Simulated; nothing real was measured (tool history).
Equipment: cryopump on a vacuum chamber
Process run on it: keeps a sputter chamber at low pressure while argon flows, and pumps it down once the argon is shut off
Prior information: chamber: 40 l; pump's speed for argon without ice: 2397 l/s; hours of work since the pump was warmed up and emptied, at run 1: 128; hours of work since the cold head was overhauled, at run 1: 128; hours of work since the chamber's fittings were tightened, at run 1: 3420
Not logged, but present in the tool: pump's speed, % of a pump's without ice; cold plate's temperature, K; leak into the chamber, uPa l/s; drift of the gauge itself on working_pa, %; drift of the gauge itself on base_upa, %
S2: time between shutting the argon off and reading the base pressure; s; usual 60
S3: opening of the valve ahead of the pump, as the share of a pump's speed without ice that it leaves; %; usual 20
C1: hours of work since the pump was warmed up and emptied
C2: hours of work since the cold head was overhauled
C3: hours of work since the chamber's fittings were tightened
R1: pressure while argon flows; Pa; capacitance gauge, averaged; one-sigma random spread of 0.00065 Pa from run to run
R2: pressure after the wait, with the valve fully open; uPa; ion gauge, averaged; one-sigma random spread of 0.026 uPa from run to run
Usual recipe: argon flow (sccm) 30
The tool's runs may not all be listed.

{"run": 1, "hour": 0.0, "argon flow (sccm)": 30, "S2": 60, "S3": 20, "C1": 128, "C2": 128, "C3": 3420, "R1": 0.1089, "R2": 2.81}
{"run": 2, "hour": 14.0, "argon flow (sccm)": 30, "S2": 60, "S3": 20, "C1": 136, "C2": 136, "C3": 3428, "R1": 0.1084, "R2": 2.81}
{"hour": 24.8, "done": "leaking fittings of the chamber tightened, without venting"}
{"run": 3, "hour": 25.6, "argon flow (sccm)": 30, "S2": 60, "S3": 20, "C1": 141, "C2": 141, "C3": 0, "R1": 0.1105, "R2": 1.18}
{"run": 4, "hour": 36.1, "argon flow (sccm)": 30, "S2": 60, "S3": 20, "C1": 147, "C2": 147, "C3": 6, "R1": 0.1083, "R2": 1.14}
{"run": 5, "hour": 45.9, "argon flow (sccm)": 30, "S2": 60, "S3": 20, "C1": 153, "C2": 153, "C3": 12, "R1": 0.1093, "R2": 1.2}
{"run": 6, "hour": 58.1, "argon flow (sccm)": 33, "S2": 60, "S3": 20, "C1": 160, "C2": 160, "C3": 19, "R1": 0.1187, "R2": 1.12}
{"run": 7, "hour": 74.0, "argon flow (sccm)": 30, "S2": 60, "S3": 20, "C1": 169, "C2": 169, "C3": 28, "R1": 0.1097, "R2": 1.21}
{"run": 8, "hour": 89.7, "argon flow (sccm)": 30, "S2": 60, "S3": 20, "C1": 177, "C2": 177, "C3": 36, "R1": 0.1107, "R2": 1.14}
{"run": 9, "hour": 105.2, "argon flow (sccm)": 30, "S2": 60, "S3": 20, "C1": 186, "C2": 186, "C3": 45, "R1": 0.11, "R2": 1.21}
{"run": 10, "hour": 121.6, "argon flow (sccm)": 30, "S2": 60, "S3": 20, "C1": 195, "C2": 195, "C3": 54, "R1": 0.1109, "R2": 1.16}
{"run": 11, "hour": 133.8, "argon flow (sccm)": 30, "S2": 60, "S3": 20, "C1": 202, "C2": 202, "C3": 61, "R1": 0.1106, "R2": 1.25}
{"run": 12, "hour": 145.5, "argon flow (sccm)": 30, "S2": 60, "S3": 17, "C1": 209, "C2": 209, "C3": 68, "R1": 0.1297, "R2": 1.19}
{"run": 13, "hour": 158.4, "argon flow (sccm)": 30, "S2": 60, "S3": 45, "C1": 216, "C2": 216, "C3": 75, "R1": 0.0527, "R2": 1.22}
{"run": 14, "hour": 173.7, "argon flow (sccm)": 24, "S2": 60, "S3": 45, "C1": 225, "C2": 225, "C3": 84, "R1": 0.0408, "R2": 1.19}
{"run": 15, "hour": 187.5, "argon flow (sccm)": 24, "S2": 60, "S3": 45, "C1": 232, "C2": 232, "C3": 91, "R1": 0.0433, "R2": 1.27}
{"run": 16, "hour": 202.6, "argon flow (sccm)": 24, "S2": 60, "S3": 45, "C1": 241, "C2": 241, "C3": 100, "R1": 0.0433, "R2": 1.19}
{"run": 17, "hour": 210.9, "argon flow (sccm)": 24, "S2": 60, "S3": 45, "C1": 246, "C2": 246, "C3": 104, "R1": 0.0424, "R2": 1.23}
{"run": 18, "hour": 224.6, "argon flow (sccm)": 15, "S2": 60, "S3": 45, "C1": 253, "C2": 253, "C3": 112, "R1": 0.0264, "R2": 1.23}
{"run": 19, "hour": 237.2, "argon flow (sccm)": 54, "S2": 77, "S3": 20, "C1": 260, "C2": 260, "C3": 119, "R1": 0.2026, "R2": 0.99}
{"run": 20, "hour": 245.5, "argon flow (sccm)": 54, "S2": 77, "S3": 20, "C1": 265, "C2": 265, "C3": 124, "R1": 0.2031, "R2": 1}
{"run": 21, "hour": 259.2, "argon flow (sccm)": 54, "S2": 77, "S3": 20, "C1": 273, "C2": 273, "C3": 132, "R1": 0.203, "R2": 1.02}
{"run": 22, "hour": 267.8, "argon flow (sccm)": 54, "S2": 67, "S3": 18, "C1": 277, "C2": 277, "C3": 136, "R1": 0.2256, "R2": 1.12}
{"run": 23, "hour": 277.8, "argon flow (sccm)": 27, "S2": 21, "S3": 41, "C1": 283, "C2": 283, "C3": 142, "R1": 0.0542, "R2": 3.08}
{"run": 24, "hour": 286.7, "argon flow (sccm)": 27, "S2": 21, "S3": 41, "C1": 288, "C2": 288, "C3": 147, "R1": 0.0535, "R2": 3.14}
{"run": 25, "hour": 293.5, "argon flow (sccm)": 28, "S2": 60, "S3": 15, "C1": 292, "C2": 292, "C3": 151, "R1": 0.1385, "R2": 1.28}
{"run": 26, "hour": 308.1, "argon flow (sccm)": 39, "S2": 116, "S3": 35, "C1": 300, "C2": 300, "C3": 159, "R1": 0.0886, "R2": 0.81}
{"run": 27, "hour": 319.6, "argon flow (sccm)": 39, "S2": 116, "S3": 35, "C1": 307, "C2": 307, "C3": 166, "R1": 0.0895, "R2": 0.83}
{"run": 28, "hour": 329.2, "argon flow (sccm)": 36, "S2": 21, "S3": 23, "C1": 312, "C2": 312, "C3": 171, "R1": 0.1214, "R2": 3.07}
{"run": 29, "hour": 339.7, "argon flow (sccm)": 36, "S2": 21, "S3": 23, "C1": 318, "C2": 318, "C3": 177, "R1": 0.1211, "R2": 3.15}
{"run": 30, "hour": 348.0, "argon flow (sccm)": 36, "S2": 21, "S3": 23, "C1": 323, "C2": 323, "C3": 182, "R1": 0.1216, "R2": 3.14}
{"run": 31, "hour": 355.4, "argon flow (sccm)": 13, "S2": 60, "S3": 16, "C1": 327, "C2": 327, "C3": 186, "R1": 0.0617, "R2": 1.26}
{"run": 32, "hour": 363.6, "argon flow (sccm)": 22, "S2": 33, "S3": 31, "C1": 331, "C2": 331, "C3": 190, "R1": 0.0568, "R2": 2.15}
{"run": 33, "hour": 370.6, "argon flow (sccm)": 13, "S2": 269, "S3": 20, "C1": 335, "C2": 335, "C3": 194, "R1": 0.0497, "R2": 0.55}
{"run": 34, "hour": 378.8, "argon flow (sccm)": 13, "S2": 92, "S3": 18, "C1": 340, "C2": 340, "C3": 199, "R1": 0.0555, "R2": 1.01}

Describe how what the log doesn't record of the tool's condition differs between the last listed run preceding each entry between runs and the first listed run following it.
Runs 2 to 3: leaking fittings of the chamber tightened, without venting (hour 24.8)
  pump's speed, % of a pump's without ice: 88 -> 87.4; cold plate's temperature, K: 12.08 -> 12.09; leak into the chamber, uPa l/s: 3696 -> 317
  measured less the result without the state, R1: +0.003 -> +0.0032 Pa; R2: +1.67 -> +0.02 uPa
